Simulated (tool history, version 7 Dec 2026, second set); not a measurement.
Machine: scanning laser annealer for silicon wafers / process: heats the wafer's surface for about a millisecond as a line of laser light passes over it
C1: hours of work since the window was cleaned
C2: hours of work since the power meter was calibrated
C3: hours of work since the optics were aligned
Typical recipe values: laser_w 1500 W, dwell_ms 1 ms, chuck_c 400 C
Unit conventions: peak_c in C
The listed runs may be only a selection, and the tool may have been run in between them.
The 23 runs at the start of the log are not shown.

Run 24, hour 300.3: usual settings but laser_w 1516 W, dwell_ms 0.78 ms, chuck_c 435 C; C1 864; C2 238; C3 1268. Result: peak_c 1137 C.
Run 25, hour 315: usual settings but laser_w 1287 W, dwell_ms 1.12 ms; C1 872; C2 246; C3 1276. Result: peak_c 1116 C.
Run 26, hour 331.7: usual settings but laser_w 1289 W, dwell_ms 1.12 ms, chuck_c 367 C; C1 881; C2 255; C3 1286. Result: peak_c 1085 C.
Run 27, hour 340.3: usual settings but laser_w 1289 W, dwell_ms 1.12 ms, chuck_c 367 C; C1 886; C2 260; C3 1291. Result: peak_c 1090 C.
Run 28, hour 347.6: usual settings but laser_w 1289 W, dwell_ms 1.12 ms, chuck_c 410 C; C1 891; C2 264; C3 1295. Result: peak_c 1130 C.
Run 29, hour 364.9: usual settings but laser_w 1289 W, dwell_ms 1.12 ms, chuck_c 410 C; C1 900; C2 274; C3 1305. Result: peak_c 1130 C.
Run 30, hour 375.7: usual settings but dwell_ms 0.91 ms, chuck_c 387 C; C1 907; C2 280; C3 1311. Result: peak_c 1143 C.
At hour 386.6: window over the wafer cleaned.
Run 31, hour 391.6: usual settings but dwell_ms 0.83 ms, chuck_c 368 C; C1 3; C2 288; C3 1319. Result: peak_c 1111 C.
Run 32, hour 402.4: usual settings but dwell_ms 0.83 ms, chuck_c 368 C; C1 9; C2 294; C3 1325. Result: peak_c 1109 C.
Run 33, hour 417.4: usual settings but laser_w 1402 W, dwell_ms 1.23 ms, chuck_c 406 C; C1 17; C2 303; C3 1333. Result: peak_c 1261 C.
Run 34, hour 426.3: usual settings but laser_w 1402 W, dwell_ms 1.23 ms, chuck_c 406 C; C1 23; C2 308; C3 1338. Result: peak_c 1260 C.
Run 35, hour 433.8: usual settings but dwell_ms 0.92 ms, chuck_c 401 C; C1 27; C2 312; C3 1343. Result: peak_c 1186 C.
Run 36, hour 442.6: usual settings but laser_w 1371 W, dwell_ms 0.77 ms, chuck_c 374 C; C1 32; C2 317; C3 1348. Result: peak_c 1019 C.
Run 37, hour 452.8: usual settings but laser_w 1443 W, dwell_ms 0.8 ms, chuck_c 426 C; C1 38; C2 323; C3 1353. Result: peak_c 1125 C.
Run 38, hour 461.4: usual settings but laser_w 1349 W, dwell_ms 1.18 ms, chuck_c 362 C; C1 43; C2 328; C3 1358. Result: peak_c 1162 C.
Run 39, hour 470.2: usual settings but laser_w 1331 W, dwell_ms 0.9 ms, chuck_c 434 C; C1 47; C2 333; C3 1363. Result: peak_c 1116 C.
Run 40, hour 479.7: usual settings but laser_w 1402 W, dwell_ms 1.17 ms, chuck_c 388 C; C1 53; C2 338; C3 1369. Result: peak_c 1219 C.

Below are 4 alternative next runs, each starting from the tool's condition after run 40. Predict each:
Run A, hour 496: usual settings but laser_w 1419 W, dwell_ms 1.18 ms, chuck_c 388 C; C1 62; C2 348; C3 1378. Result: peak_c ?.
Run B, hour 496: usual settings but laser_w 1580 W, dwell_ms 1.17 ms, chuck_c 388 C; C1 62; C2 348; C3 1378. Result: peak_c ?.
Run C, hour 496: usual settings but laser_w 1451 W, chuck_c 379 C; C1 62; C2 348; C3 1378. Result: peak_c ?.
Run D, hour 496: usual settings but laser_w 1394 W, dwell_ms 0.7 ms, chuck_c 365 C; C1 62; C2 348; C3 1378. Result: peak_c ?.

run  peak_c
  A    1234
  B    1328
  C    1171
  D     987
Without the tool's hidden state the same runs would have given:
run  peak_c
  A    1246
  B    1342
  C    1183
  D     996
